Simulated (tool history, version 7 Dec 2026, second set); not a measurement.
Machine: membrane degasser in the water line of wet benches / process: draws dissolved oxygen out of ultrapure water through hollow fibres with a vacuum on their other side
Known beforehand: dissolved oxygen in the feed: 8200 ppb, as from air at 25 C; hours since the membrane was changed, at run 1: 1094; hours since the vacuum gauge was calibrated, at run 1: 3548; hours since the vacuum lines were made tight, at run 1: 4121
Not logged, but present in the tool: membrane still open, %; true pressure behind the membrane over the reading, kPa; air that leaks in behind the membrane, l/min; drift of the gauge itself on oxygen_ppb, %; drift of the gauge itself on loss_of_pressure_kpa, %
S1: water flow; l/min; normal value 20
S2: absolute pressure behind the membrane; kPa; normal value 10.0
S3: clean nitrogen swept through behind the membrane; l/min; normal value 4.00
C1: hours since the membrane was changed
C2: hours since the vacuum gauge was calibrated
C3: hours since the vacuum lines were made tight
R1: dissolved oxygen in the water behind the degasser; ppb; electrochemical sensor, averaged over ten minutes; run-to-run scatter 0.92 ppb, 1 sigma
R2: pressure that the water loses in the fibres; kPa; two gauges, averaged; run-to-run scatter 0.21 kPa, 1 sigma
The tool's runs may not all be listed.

run,hour,S1,S2,S3,C1,C2,C3,R1,R2
1,0.0,20,10.0,4.00,1094,3548,4121,88.9,49.45
2,26.6,20,10.0,4.00,1120,3575,4148,89.4,49.37
3,62.4,20,10.0,4.00,1156,3611,4183,90.5,49.16
4,113.0,20,10.0,4.00,1207,3661,4234,89.7,48.87
5,172.2,20,10.5,4.00,1266,3720,4293,97.1,49.52
6,217.9,20,10.5,1.71,1311,3766,4339,207.4,49.23
7,247.3,20,10.5,1.71,1341,3795,4368,207.9,49.28
8,292.4,20,10.0,4.00,1386,3841,4413,90.5,49.61
9,347.3,20,10.0,4.00,1441,3895,4468,89.6,49.60
10,401.2,20,10.0,4.00,1495,3949,4522,90.9,49.44
11,426.5,20,10.0,4.00,1520,3975,4547,90.5,49.60
12,469.0,20,10.0,4.00,1563,4017,4590,91.2,49.51
13,504.3,20,10.0,10.68,1598,4052,4625,38.8,49.45
14,565.2,20,10.0,4.00,1659,4113,4686,90.9,49.59
15,606.9,20,10.0,6.90,1700,4155,4728,55.7,49.45
16,643.6,20,10.0,4.00,1737,4192,4765,90.5,49.73
17,692.6,20,10.0,4.00,1786,4241,4813,91.9,49.08
18,719.5,20,8.6,6.54,1813,4268,4840,48.1,49.96
# hour 723.5: vacuum gauge calibrated
19,752.5,20,12.3,8.37,1846,29,4873,61.3,49.64
20,803.3,20,10.0,10.28,1896,80,4924,39.9,49.52
# hour 836.1: vacuum gauge calibrated, once more
21,861.9,28,12.5,10.28,1954,26,4982,87.5,69.12
22,891.5,28,12.5,10.28,1984,55,5011,88.9,69.28
23,923.7,28,8.3,5.76,2016,88,5044,83.4,69.75

Run 24, settings as shown, results not yet in. Your forecast:
24,971.5,28,8.3,5.76,2064,135,5091,?,?

R1: 84.5 ppb
R2: 69.95 kPa
On a tool with no hidden condition, and with the same random variation, this run would have come out at R1 82.8 ppb, R2 69.56 kPa.
